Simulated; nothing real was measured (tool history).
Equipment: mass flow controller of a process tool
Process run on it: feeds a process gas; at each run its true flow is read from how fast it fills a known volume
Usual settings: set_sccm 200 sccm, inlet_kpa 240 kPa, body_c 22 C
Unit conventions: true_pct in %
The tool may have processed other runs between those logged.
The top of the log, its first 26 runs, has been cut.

run    hour  set_sccm  inlet_kpa  body_c  true_pct
 27  2146.1       405        253      22     99.99
 28  2240.0       200        240      33     97.41
 29  2316.0       196        165      22     99.16
 30  2371.2       196        165      22     98.98
 31  2415.7        94        155      25     98.10
 32  2522.8       120        269      27     97.47
 33  2580.5       120        193      22     98.58
 34  2681.9       120        253      39     96.26
 35  2776.4       491        210      24    101.02
 36  2860.5       145        240      27     97.96
 37  2960.0       200        215      21     99.41

The next listed run, before its measurement:
 38  3012.2       105        240      25         ?

true_pct: 98.21 %
Minus the tool's unlogged condition, the same run would have read true_pct 97.08 %.

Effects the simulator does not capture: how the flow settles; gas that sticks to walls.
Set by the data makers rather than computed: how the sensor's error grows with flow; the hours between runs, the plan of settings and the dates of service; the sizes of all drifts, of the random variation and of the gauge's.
